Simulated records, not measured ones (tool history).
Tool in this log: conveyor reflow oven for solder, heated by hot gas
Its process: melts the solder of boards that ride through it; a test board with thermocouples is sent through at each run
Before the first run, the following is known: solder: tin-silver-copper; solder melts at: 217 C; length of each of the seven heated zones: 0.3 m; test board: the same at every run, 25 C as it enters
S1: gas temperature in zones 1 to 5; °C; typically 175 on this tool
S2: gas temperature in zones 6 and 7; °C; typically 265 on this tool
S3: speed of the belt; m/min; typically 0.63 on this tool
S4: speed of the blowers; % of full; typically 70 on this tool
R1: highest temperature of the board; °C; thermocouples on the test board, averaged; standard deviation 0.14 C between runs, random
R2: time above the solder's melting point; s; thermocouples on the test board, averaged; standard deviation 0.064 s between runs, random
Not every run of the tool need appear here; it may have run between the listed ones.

run	hour	S1	S2	S3	S4	R1	R2
1	0	175	265	0.63	70	250.3	42.31
2	55.7	175	265	0.63	70	250.2	42.14
3	118.3	175	266	0.63	70	250.7	42.62
4	177.2	175	266	0.63	70	250.9	42.56
# hour 218.8: flux residue cleaned out of gas plates and filters
5	233.2	175	266	0.63	70	252.1	43.58
6	267.9	175	266	0.63	70	251.8	43.34
7	304	175	265	0.63	51	245.5	38.36
8	334.1	175	265	0.744	70	245.5	32.67
9	387.6	175	265	0.744	70	245.5	32.49
10	435.3	175	265	0.63	70	250.4	42.78
11	484.9	175	265	0.63	70	250.6	42.83
12	521.8	170	265	0.622	70	249.9	41.85
13	585.5	170	265	0.722	70	245	32.19
14	631.7	170	265	0.722	70	244.9	32.12

Estimate the outcome of run 15 from the log above:
15	683.6	175	265	0.608	54	?	?

For run 15 the tool returned R1 246.6 °C, R2 41.21 s.
Take away the tool's hidden state, keep the run-to-run variation as it was, and the same run would have given R1 248 °C, R2 41.79 s.

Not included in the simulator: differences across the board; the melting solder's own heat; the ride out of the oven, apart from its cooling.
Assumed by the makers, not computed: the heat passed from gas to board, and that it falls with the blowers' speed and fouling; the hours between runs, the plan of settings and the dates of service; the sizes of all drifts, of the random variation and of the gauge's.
